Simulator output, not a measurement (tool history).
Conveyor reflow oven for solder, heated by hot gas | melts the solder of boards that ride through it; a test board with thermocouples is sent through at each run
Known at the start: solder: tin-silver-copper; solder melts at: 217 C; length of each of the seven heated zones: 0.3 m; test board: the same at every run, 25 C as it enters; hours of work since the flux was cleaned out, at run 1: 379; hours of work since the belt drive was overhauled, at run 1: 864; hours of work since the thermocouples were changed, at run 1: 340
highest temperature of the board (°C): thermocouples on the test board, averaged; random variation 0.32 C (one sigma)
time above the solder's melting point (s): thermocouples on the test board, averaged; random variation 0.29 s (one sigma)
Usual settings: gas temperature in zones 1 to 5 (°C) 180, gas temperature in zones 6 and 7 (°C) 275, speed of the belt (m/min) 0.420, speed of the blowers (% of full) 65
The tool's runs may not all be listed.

run   hour  gas temperature in zones 1 to 5 (°C)  gas temperature in zones 6 and 7 (°C)  speed of the belt (m/min)  speed of the blowers (% of full)  hours of work since the flux was cleaned out  hours of work since the belt drive was overhauled  hours of work since the thermocouples were changed  highest temperature of the board (°C)  time above the solder's melting point (s)
  1    0.0                                   180                                    275                      0.420                                65                                           379                                                864                                                 340                                  253.4                                       67.2
  2   17.0                                   180                                    275                      0.420                                65                                           388                                                873                                                 349                                  253.6                                       67.3
  3   28.2                                   180                                    275                      0.420                                65                                           394                                                879                                                 355                                  253.6                                       67.3
  4   44.7                                   180                                    275                      0.420                                65                                           403                                                888                                                 364                                  253.1                                       66.8
  5   70.4                                   180                                    288                      0.420                                65                                           417                                                902                                                 378                                  263.8                                       74.7
  6   95.4                                   180                                    288                      0.420                                65                                           430                                                915                                                 391                                  264.1                                       73.7
  7  112.5                                   180                                    288                      0.420                                65                                           440                                                924                                                 400                                  263.7                                       74.3
  8  130.4                                   180                                    288                      0.420                                65                                           449                                                934                                                 410                                  263.7                                       73.9
  9  144.2                                   180                                    275                      0.481                                65                                           456                                                941                                                 417                                  246.8                                       51.3
 10  158.3                                   180                                    275                      0.481                                65                                           464                                                949                                                 425                                  247.2                                       51.7
     163.9  -- belt drive overhauled, speed set with a stopwatch
 11  186.5                                   180                                    275                      0.481                                65                                           477                                                 12                                                 438                                  246.4                                       51.3
     197.5  -- flux residue cleaned out of gas plates and filters
 12  209.5                                   180                                    275                      0.420                                65                                             6                                                 22                                                 448                                  257.3                                       71.3
 13  226.1                                   180                                    275                      0.420                                66                                            15                                                 31                                                 456                                  257.3                                       71.5
 14  239.1                                   180                                    275                      0.420                                66                                            22                                                 38                                                 463                                  257.8                                       71.7
 15  251.1                                   180                                    275                      0.420                                65                                            29                                                 44                                                 470                                  257.0                                       71.3
 16  271.4                                   179                                    273                      0.360                                60                                            40                                                 55                                                 481                                  259.2                                       85.0
     281.8  -- belt drive overhauled, speed set with a stopwatch, once more
 17  288.0                                   180                                    288                      0.420                                65                                            46                                                  3                                                 487                                  267.7                                       77.0
 18  305.7                                   180                                    264                      0.382                                65                                            56                                                 13                                                 497                                  249.8                                       71.6
 19  327.6                                   180                                    264                      0.382                                65                                            68                                                 25                                                 509                                  249.9                                       71.7
 20  347.2                                   171                                    264                      0.382                                65                                            78                                                 35                                                 519                                  248.9                                       65.5
 21  362.0                                   179                                    275                      0.378                                86                                            86                                                 43                                                 527                                  262.0                                       81.5
 22  383.8                                   170                                    268                      0.462                                51                                            98                                                 55                                                 539                                  241.7                                       44.6
 23  395.0                                   170                                    275                      0.379                                51                                           104                                                 61                                                 545                                  254.7                                       70.9
 24  419.7                                   167                                    284                      0.456                                79                                           117                                                 74                                                 558                                  260.4                                       61.6
 25  435.6                                   167                                    284                      0.457                                79                                           125                                                 82                                                 566                                  260.3                                       61.3
 26  458.4                                   167                                    284                      0.457                                79                                           138                                                 95                                                 579                                  260.2                                       61.1
 27  484.0                                   177                                    284                      0.393                                87                                           151                                                108                                                 592                                  267.8                                       81.4
 28  496.4                                   177                                    284                      0.393                                87                                           158                                                115                                                 599                                  268.0                                       81.0
 29  522.6                                   177                                    284                      0.393                                87                                           172                                                129                                                 613                                  268.7                                       81.1
 30  539.2                                   180                                    275                      0.420                                65                                           181                                                138                                                 622                                  255.0                                       68.0

Measured less the same run without the tool's hidden state. The same run-to-run variation is in both; the gauge's scatter may not be:
The hidden state here: heat that the gas passes to the board, % of a clean oven's; belt's true speed, % of the reading; true gas temperature in zones 6 and 7 over the reading, C; drift of the gauge itself on peak_c, C; drift of the gauge itself on liquid_s, %.
run  highest temperature of the board (°C)  time above the solder's melting point (s)
  1                                   -4.3                                       -3.3
  2                                   -4.4                                       -3.4
  3                                   -4.5                                       -3.4
  4                                   -4.5                                       -3.6
  5                                   -5.2                                       -2.5
  6                                   -5.4                                       -2.7
  7                                   -5.5                                       -2.8
  8                                   -5.7                                       -2.8
  9                                   -6.1                                       -5.6
 10                                   -6.1                                       -5.7
 11                                   -6.2                                       -5.4
 12                                   -0.2                                       +1.1
 13                                   -0.4                                       +1.1
 14                                   -0.4                                       +1.0
 15                                   -0.5                                       +0.9
 16                                   -0.6                                       +1.1
 17                                   -1.4                                       -0.7
 18                                   -1.3                                       -1.2
 19                                   -1.4                                       -1.4
 20                                   -1.6                                       -1.7
 21                                   -1.7                                       -1.0
 22                                   -2.0                                       -2.4
 23                                   -1.9                                       -1.8
 24                                   -2.6                                       -1.8
 25                                   -2.7                                       -1.9
 26                                   -3.0                                       -2.0
 27                                   -2.7                                       -1.4
 28                                   -2.7                                       -1.4
 29                                   -2.9                                       -1.6
 30                                   -3.0                                       -2.3
